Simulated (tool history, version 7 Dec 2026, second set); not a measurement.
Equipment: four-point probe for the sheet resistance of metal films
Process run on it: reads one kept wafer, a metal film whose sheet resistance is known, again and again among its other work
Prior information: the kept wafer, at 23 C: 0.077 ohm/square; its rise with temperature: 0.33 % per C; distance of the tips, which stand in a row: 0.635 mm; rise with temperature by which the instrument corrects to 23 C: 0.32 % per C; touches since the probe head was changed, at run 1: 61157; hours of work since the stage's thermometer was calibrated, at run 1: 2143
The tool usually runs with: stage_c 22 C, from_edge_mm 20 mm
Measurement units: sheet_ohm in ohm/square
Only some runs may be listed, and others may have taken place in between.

run	hour	stage_c	from_edge_mm	touches since the probe head was changed	hours of work since the stage's thermometer was calibrated	sheet_ohm
1	0.0	22	20	61157	2143	0.076633
2	45.5	22	20	63014	2179	0.076607
3	80.8	22	20	64458	2207	0.076637
4	124.3	22	20	66234	2242	0.076648
5	160.6	20	20	67717	2271	0.076582
6	182.2	22	30	68598	2288	0.076561
7	212.4	22	20	69829	2312	0.076595
8	236.7	22	20	70823	2331	0.076596
9	269.7	22	20	72173	2358	0.076592
10	316.0	22	20	74063	2395	0.076622
11	345.8	22	20	75279	2418	0.076608
12	372.0	22	20	76348	2439	0.076593
# hour 376.7: stage's thermometer calibrated
13	411.6	21	46	77945	28	0.076366
14	447.8	23	5	79423	57	0.077023
15	477.1	23	5	80623	80	0.077055
16	519.0	23	36	82333	113	0.076378
17	541.3	25	27	83243	131	0.076418
18	570.3	25	8	84429	154	0.076664
19	612.6	25	8	86154	188	0.076675
20	647.4	28	9	87579	216	0.076599
21	688.0	27	41	89233	248	0.076412
22	720.8	27	41	90574	274	0.076391
23	744.1	24	38	91528	293	0.076421

The same runs without the tool's hidden state, with the same run-to-run variation:
Unlogged tool condition in this case: inner tips' distance over the nominal, %; tips' flats over new ones', %; wafer's true temperature over the reading, C; drift of the gauge itself on sheet_ohm, %.
run	sheet_ohm
1	0.077038
2	0.077017
3	0.077050
4	0.077065
5	0.077000
6	0.076983
7	0.077019
8	0.077022
9	0.077021
10	0.077055
11	0.077043
12	0.077031
13	0.076974
14	0.077639
15	0.077674
16	0.076995
17	0.077037
18	0.077288
19	0.077303
20	0.077229
21	0.077044
22	0.077026
23	0.077057

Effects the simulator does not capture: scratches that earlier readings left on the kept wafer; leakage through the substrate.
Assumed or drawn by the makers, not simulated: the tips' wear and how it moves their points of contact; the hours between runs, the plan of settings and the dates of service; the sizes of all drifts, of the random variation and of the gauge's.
